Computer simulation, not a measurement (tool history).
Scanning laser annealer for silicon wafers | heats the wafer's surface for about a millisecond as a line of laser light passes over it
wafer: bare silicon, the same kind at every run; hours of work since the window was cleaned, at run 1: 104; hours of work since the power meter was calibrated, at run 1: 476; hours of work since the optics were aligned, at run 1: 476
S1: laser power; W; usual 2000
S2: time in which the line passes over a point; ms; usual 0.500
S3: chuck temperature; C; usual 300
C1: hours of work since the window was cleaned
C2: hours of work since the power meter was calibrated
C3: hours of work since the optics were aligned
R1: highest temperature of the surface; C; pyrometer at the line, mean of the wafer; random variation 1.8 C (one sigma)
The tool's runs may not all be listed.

{"run": 1, "hour": 0.0, "S1": 2000, "S2": 0.5, "S3": 300, "C1": 104, "C2": 476, "C3": 476, "R1": 1049}
{"run": 2, "hour": 45.8, "S1": 2000, "S2": 0.529, "S3": 300, "C1": 139, "C2": 511, "C3": 511, "R1": 1068}
{"run": 3, "hour": 85.0, "S1": 2000, "S2": 0.529, "S3": 300, "C1": 169, "C2": 541, "C3": 541, "R1": 1063}
{"run": 4, "hour": 135.8, "S1": 2000, "S2": 0.529, "S3": 300, "C1": 208, "C2": 580, "C3": 580, "R1": 1063}
{"run": 5, "hour": 173.6, "S1": 2000, "S2": 0.529, "S3": 300, "C1": 236, "C2": 609, "C3": 609, "R1": 1062}
{"run": 6, "hour": 204.3, "S1": 2000, "S2": 0.529, "S3": 300, "C1": 260, "C2": 633, "C3": 633, "R1": 1062}
{"run": 7, "hour": 262.0, "S1": 2000, "S2": 0.529, "S3": 300, "C1": 304, "C2": 677, "C3": 677, "R1": 1063}
{"run": 8, "hour": 321.9, "S1": 2000, "S2": 0.529, "S3": 300, "C1": 350, "C2": 723, "C3": 723, "R1": 1057}
{"run": 9, "hour": 349.2, "S1": 2000, "S2": 0.529, "S3": 300, "C1": 371, "C2": 743, "C3": 743, "R1": 1055}
{"run": 10, "hour": 382.6, "S1": 2000, "S2": 0.529, "S3": 300, "C1": 396, "C2": 769, "C3": 769, "R1": 1052}
{"run": 11, "hour": 415.4, "S1": 2000, "S2": 0.529, "S3": 300, "C1": 421, "C2": 794, "C3": 794, "R1": 1056}
{"run": 12, "hour": 468.3, "S1": 1877, "S2": 0.529, "S3": 300, "C1": 462, "C2": 834, "C3": 834, "R1": 1002}
{"run": 13, "hour": 516.1, "S1": 1877, "S2": 0.529, "S3": 300, "C1": 498, "C2": 871, "C3": 871, "R1": 997}
{"hour": 557.1, "done": "window over the wafer cleaned"}
{"run": 14, "hour": 566.3, "S1": 2020, "S2": 0.529, "S3": 300, "C1": 7, "C2": 908, "C3": 908, "R1": 1078}
{"run": 15, "hour": 599.5, "S1": 2020, "S2": 0.529, "S3": 300, "C1": 32, "C2": 933, "C3": 933, "R1": 1073}
{"run": 16, "hour": 640.3, "S1": 2020, "S2": 0.529, "S3": 300, "C1": 64, "C2": 964, "C3": 964, "R1": 1077}
{"hour": 663.9, "done": "optics aligned, line set to its width"}
{"run": 17, "hour": 683.7, "S1": 2000, "S2": 0.5, "S3": 300, "C1": 93, "C2": 994, "C3": 15, "R1": 1057}
{"run": 18, "hour": 748.7, "S1": 2000, "S2": 0.5, "S3": 300, "C1": 143, "C2": 1043, "C3": 65, "R1": 1055}
{"run": 19, "hour": 805.4, "S1": 2000, "S2": 0.5, "S3": 265, "C1": 186, "C2": 1087, "C3": 108, "R1": 1017}
{"run": 20, "hour": 853.8, "S1": 2000, "S2": 0.5, "S3": 265, "C1": 223, "C2": 1124, "C3": 145, "R1": 1016}
{"run": 21, "hour": 892.7, "S1": 2000, "S2": 0.378, "S3": 289, "C1": 253, "C2": 1153, "C3": 175, "R1": 946}
{"run": 22, "hour": 954.7, "S1": 1765, "S2": 0.597, "S3": 335, "C1": 300, "C2": 1201, "C3": 222, "R1": 1041}
{"run": 23, "hour": 1018.3, "S1": 1765, "S2": 0.597, "S3": 335, "C1": 349, "C2": 1249, "C3": 271, "R1": 1037}
{"run": 24, "hour": 1079.2, "S1": 2000, "S2": 0.5, "S3": 274, "C1": 395, "C2": 1296, "C3": 317, "R1": 1014}
{"run": 25, "hour": 1130.4, "S1": 2000, "S2": 0.379, "S3": 277, "C1": 434, "C2": 1335, "C3": 357, "R1": 925}
{"run": 26, "hour": 1183.8, "S1": 2000, "S2": 0.391, "S3": 302, "C1": 475, "C2": 1376, "C3": 397, "R1": 961}
{"run": 27, "hour": 1221.5, "S1": 1772, "S2": 0.391, "S3": 324, "C1": 504, "C2": 1405, "C3": 426, "R1": 900}
{"hour": 1256.5, "done": "window over the wafer cleaned"}
{"run": 28, "hour": 1265.6, "S1": 1905, "S2": 0.591, "S3": 264, "C1": 7, "C2": 1437, "C3": 458, "R1": 1041}
{"run": 29, "hour": 1326.2, "S1": 1802, "S2": 0.5, "S3": 300, "C1": 53, "C2": 1483, "C3": 505, "R1": 973}
{"run": 30, "hour": 1387.1, "S1": 1895, "S2": 0.551, "S3": 317, "C1": 100, "C2": 1530, "C3": 551, "R1": 1058}
{"run": 31, "hour": 1439.5, "S1": 1919, "S2": 0.551, "S3": 273, "C1": 140, "C2": 1570, "C3": 591, "R1": 1025}
{"run": 32, "hour": 1504.4, "S1": 1919, "S2": 0.551, "S3": 273, "C1": 190, "C2": 1619, "C3": 641, "R1": 1024}
{"run": 33, "hour": 1532.9, "S1": 1919, "S2": 0.551, "S3": 273, "C1": 211, "C2": 1641, "C3": 663, "R1": 1021}
{"run": 34, "hour": 1595.7, "S1": 1919, "S2": 0.551, "S3": 273, "C1": 259, "C2": 1689, "C3": 711, "R1": 1020}
{"run": 35, "hour": 1653.0, "S1": 1919, "S2": 0.551, "S3": 273, "C1": 303, "C2": 1733, "C3": 754, "R1": 1018}
{"run": 36, "hour": 1692.7, "S1": 2110, "S2": 0.551, "S3": 282, "C1": 333, "C2": 1763, "C3": 785, "R1": 1103}
{"run": 37, "hour": 1745.9, "S1": 1968, "S2": 0.497, "S3": 284, "C1": 374, "C2": 1804, "C3": 825, "R1": 1009}
{"run": 38, "hour": 1792.0, "S1": 2000, "S2": 0.562, "S3": 334, "C1": 409, "C2": 1839, "C3": 861, "R1": 1110}
{"run": 39, "hour": 1848.7, "S1": 1711, "S2": 0.358, "S3": 323, "C1": 453, "C2": 1883, "C3": 904, "R1": 850}
{"run": 40, "hour": 1877.2, "S1": 1711, "S2": 0.358, "S3": 323, "C1": 474, "C2": 1904, "C3": 926, "R1": 852}

5 ways to go on from here, each from the tool as it stands after run 40. What would each give?
{"run": "A", "hour": 1914.9, "S1": 1858, "S2": 0.5, "S3": 300, "C1": 503, "C2": 1933, "C3": 955, "R1": "?"}
{"run": "B", "hour": 1914.9, "S1": 2162, "S2": 0.421, "S3": 271, "C1": 503, "C2": 1933, "C3": 955, "R1": "?"}
{"run": "C", "hour": 1914.9, "S1": 1807, "S2": 0.358, "S3": 323, "C1": 503, "C2": 1933, "C3": 955, "R1": "?"}
{"run": "D", "hour": 1914.9, "S1": 2047, "S2": 0.5, "S3": 310, "C1": 503, "C2": 1933, "C3": 955, "R1": "?"}
{"run": "E", "hour": 1914.9, "S1": 2000, "S2": 0.579, "S3": 283, "C1": 503, "C2": 1933, "C3": 955, "R1": "?"}

run=A R1=975
run=B R1=1009
run=C R1=881
run=D R1=1064
run=E R1=1065
Without the tool's hidden state the same runs would have given:
run=A R1=1000
run=B R1=1036
run=C R1=902
run=D R1=1092
run=E R1=1095
